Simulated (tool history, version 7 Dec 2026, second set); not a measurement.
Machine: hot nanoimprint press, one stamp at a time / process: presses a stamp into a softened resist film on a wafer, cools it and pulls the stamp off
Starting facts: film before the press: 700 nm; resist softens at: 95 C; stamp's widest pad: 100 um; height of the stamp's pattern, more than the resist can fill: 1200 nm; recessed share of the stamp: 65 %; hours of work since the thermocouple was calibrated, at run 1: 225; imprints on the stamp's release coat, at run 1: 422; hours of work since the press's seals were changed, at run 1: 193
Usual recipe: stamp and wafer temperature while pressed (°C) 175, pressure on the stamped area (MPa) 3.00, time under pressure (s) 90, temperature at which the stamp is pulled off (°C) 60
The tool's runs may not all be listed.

run   hour  stamp and wafer temperature while pressed (°C)  pressure on the stamped area (MPa)  time under pressure (s)  temperature at which the stamp is pulled off (°C)  hours of work since the thermocouple was calibrated  imprints on the stamp's release coat  hours of work since the press's seals were changed  resist left under the stamp's widest pad (Å)  greatest force while the stamp is pulled off (N)
  1    0.0                                             175                                3.00                       90                                                 60                                                  225                                   422                                                 193                                          3876                                               213
      30.6  -- stamp cleaned and given a new release coat
  2   57.5                                             175                                3.00                       90                                                 60                                                  262                                   150                                                 229                                          3904                                               204
  3  105.6                                             175                                3.00                       90                                                 49                                                  295                                   418                                                 263                                          3894                                               258
  4  129.9                                             164                                3.00                       90                                                 60                                                  312                                   554                                                 280                                          5022                                               218
     139.3  -- stamp cleaned and given a new release coat
  5  169.6                                             164                                3.00                       90                                                 60                                                  336                                   169                                                 304                                          5016                                               209
  6  211.0                                             164                                3.00                       90                                                 60                                                  365                                   400                                                 333                                          5051                                               216
     244.9  -- stamp cleaned and given a new release coat
  7  246.3                                             175                                3.19                       90                                                 65                                                  386                                     8                                                 353                                          3840                                               184
  8  267.9                                             176                                3.00                       90                                                 60                                                  401                                   129                                                 369                                          3854                                               207
  9  294.1                                             175                                4.56                       69                                                 60                                                  419                                   275                                                 387                                          3610                                               213
 10  318.9                                             165                                3.00                       75                                                 60                                                  437                                   414                                                 405                                          5148                                               218

4 ways to go on from here, each from the tool as it stands after run 10. What would each give?
     353.0  -- stamp cleaned and given a new release coat
  A  362.8                                             175                                3.00                       48                                                 60                                                  464                                    55                                                 431                                             ?                                                 ?
     353.0  -- stamp cleaned and given a new release coat
  B  362.8                                             165                                4.25                      145                                                 51                                                  464                                    55                                                 431                                             ?                                                 ?
     353.0  -- stamp cleaned and given a new release coat
  C  362.8                                             165                                3.00                      127                                                 60                                                  464                                    55                                                 431                                             ?                                                 ?
     353.0  -- stamp cleaned and given a new release coat
  D  362.8                                             187                                3.00                       47                                                 68                                                  464                                    55                                                 431                                             ?                                                 ?

run  resist left under the stamp's widest pad (Å)  greatest force while the stamp is pulled off (N)
  A                                          4752                                               206
  B                                          3830                                               239
  C                                          4542                                               204
  D                                          3751                                               177
With no hidden state in the tool, these same runs would have given:
run  resist left under the stamp's widest pad (Å)  greatest force while the stamp is pulled off (N)
  A                                          4604                                               200
  B                                          3647                                               232
  C                                          4374                                               198
  D                                          3619                                               171
